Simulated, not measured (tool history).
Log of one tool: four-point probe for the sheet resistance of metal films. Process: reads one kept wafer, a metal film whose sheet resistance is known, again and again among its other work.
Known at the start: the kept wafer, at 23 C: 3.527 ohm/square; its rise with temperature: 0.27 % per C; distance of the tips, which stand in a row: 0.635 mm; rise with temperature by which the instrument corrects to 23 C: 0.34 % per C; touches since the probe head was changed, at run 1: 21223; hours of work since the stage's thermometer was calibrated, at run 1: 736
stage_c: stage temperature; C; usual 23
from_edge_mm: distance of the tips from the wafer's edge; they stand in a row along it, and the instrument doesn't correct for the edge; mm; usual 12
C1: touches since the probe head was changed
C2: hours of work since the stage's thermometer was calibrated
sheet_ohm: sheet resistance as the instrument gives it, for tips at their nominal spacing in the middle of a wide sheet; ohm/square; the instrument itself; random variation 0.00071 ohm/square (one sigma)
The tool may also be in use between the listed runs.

run 1 day=0.000 | stage_c=23 from_edge_mm=12 | C1=21223 C2=736 | sheet_ohm=3.529602
run 2 day=3.904 | stage_c=23 from_edge_mm=12 | C1=25671 C2=808 | sheet_ohm=3.530388
run 3 day=7.488 | stage_c=23 from_edge_mm=12 | C1=29754 C2=873 | sheet_ohm=3.529587
run 4 day=11.667 | stage_c=23 from_edge_mm=12 | C1=34516 C2=949 | sheet_ohm=3.528499
run 5 day=14.646 | stage_c=23 from_edge_mm=12 | C1=37912 C2=1004 | sheet_ohm=3.527953
run 6 day=18.700 | stage_c=23 from_edge_mm=12 | C1=42532 C2=1078 | sheet_ohm=3.528944
run 7 day=23.012 | stage_c=23 from_edge_mm=12 | C1=47445 C2=1156 | sheet_ohm=3.525543
run 8 day=27.675 | stage_c=23 from_edge_mm=12 | C1=52762 C2=1241 | sheet_ohm=3.524834
run 9 day=31.454 | stage_c=23 from_edge_mm=12 | C1=57068 C2=1310 | sheet_ohm=3.523674
-- day=34.708 stage's thermometer calibrated
run 10 day=36.271 | stage_c=23 from_edge_mm=12 | C1=62533 C2=29 | sheet_ohm=3.520729
run 11 day=40.958 | stage_c=23 from_edge_mm=12 | C1=67875 C2=114 | sheet_ohm=3.520538
run 12 day=43.383 | stage_c=23 from_edge_mm=12 | C1=70639 C2=158 | sheet_ohm=3.519729
run 13 day=47.200 | stage_c=23 from_edge_mm=12 | C1=74985 C2=228 | sheet_ohm=3.519701
run 14 day=49.817 | stage_c=23 from_edge_mm=12 | C1=77971 C2=276 | sheet_ohm=3.518103
run 15 day=53.217 | stage_c=23 from_edge_mm=12 | C1=81845 C2=338 | sheet_ohm=3.516801
run 16 day=55.504 | stage_c=23 from_edge_mm=12 | C1=84450 C2=379 | sheet_ohm=3.517254
run 17 day=59.592 | stage_c=31 from_edge_mm=12 | C1=89109 C2=454 | sheet_ohm=3.495892
run 18 day=62.238 | stage_c=31 from_edge_mm=12 | C1=92122 C2=502 | sheet_ohm=3.495811
run 19 day=66.346 | stage_c=30 from_edge_mm=11 | C1=96807 C2=577 | sheet_ohm=3.500201
run 20 day=70.071 | stage_c=30 from_edge_mm=11 | C1=101048 C2=645 | sheet_ohm=3.497366
run 21 day=72.879 | stage_c=32 from_edge_mm=5 | C1=104250 C2=696 | sheet_ohm=3.516147
run 22 day=76.379 | stage_c=32 from_edge_mm=5 | C1=108241 C2=760 | sheet_ohm=3.515571
run 23 day=78.596 | stage_c=32 from_edge_mm=5 | C1=110765 C2=801 | sheet_ohm=3.514915
run 24 day=83.004 | stage_c=32 from_edge_mm=5 | C1=115789 C2=881 | sheet_ohm=3.512699
run 25 day=85.875 | stage_c=32 from_edge_mm=5 | C1=119059 C2=934 | sheet_ohm=3.513433
run 26 day=88.842 | stage_c=33 from_edge_mm=4 | C1=122440 C2=988 | sheet_ohm=3.526901
run 27 day=90.996 | stage_c=30 from_edge_mm=31 | C1=124897 C2=1027 | sheet_ohm=3.487945
run 28 day=95.658 | stage_c=21 from_edge_mm=4 | C1=130208 C2=1112 | sheet_ohm=3.554790
run 29 day=98.667 | stage_c=21 from_edge_mm=4 | C1=133638 C2=1167 | sheet_ohm=3.552959
run 30 day=102.650 | stage_c=18 from_edge_mm=60 | C1=138177 C2=1240 | sheet_ohm=3.514511
run 31 day=104.646 | stage_c=18 from_edge_mm=60 | C1=140452 C2=1276 | sheet_ohm=3.513859

Measured less the same run without the tool's hidden state. The same run-to-run variation is in both; the gauge's scatter may not be:
The hidden state here: inner tips' distance over the nominal, %; tips' flats over new ones', %; wafer's true temperature over the reading, C; drift of the gauge itself on sheet_ohm, %.
run=1 sheet_ohm=-0.001291
run=2 sheet_ohm=-0.002196
run=3 sheet_ohm=-0.002916
run=4 sheet_ohm=-0.003842
run=5 sheet_ohm=-0.004542
run=6 sheet_ohm=-0.005442
run=7 sheet_ohm=-0.006452
run=8 sheet_ohm=-0.007510
run=9 sheet_ohm=-0.008389
run=10 sheet_ohm=-0.010954
run=11 sheet_ohm=-0.012005
run=12 sheet_ohm=-0.012530
run=13 sheet_ohm=-0.013408
run=14 sheet_ohm=-0.014006
run=15 sheet_ohm=-0.014710
run=16 sheet_ohm=-0.015179
run=17 sheet_ohm=-0.016058
run=18 sheet_ohm=-0.016622
run=19 sheet_ohm=-0.017492
run=20 sheet_ohm=-0.018354
run=21 sheet_ohm=-0.019115
run=22 sheet_ohm=-0.019858
run=23 sheet_ohm=-0.020306
run=24 sheet_ohm=-0.021254
run=25 sheet_ohm=-0.021925
run=26 sheet_ohm=-0.022729
run=27 sheet_ohm=-0.022996
run=28 sheet_ohm=-0.024500
run=29 sheet_ohm=-0.025123
run=30 sheet_ohm=-0.025707
run=31 sheet_ohm=-0.026112
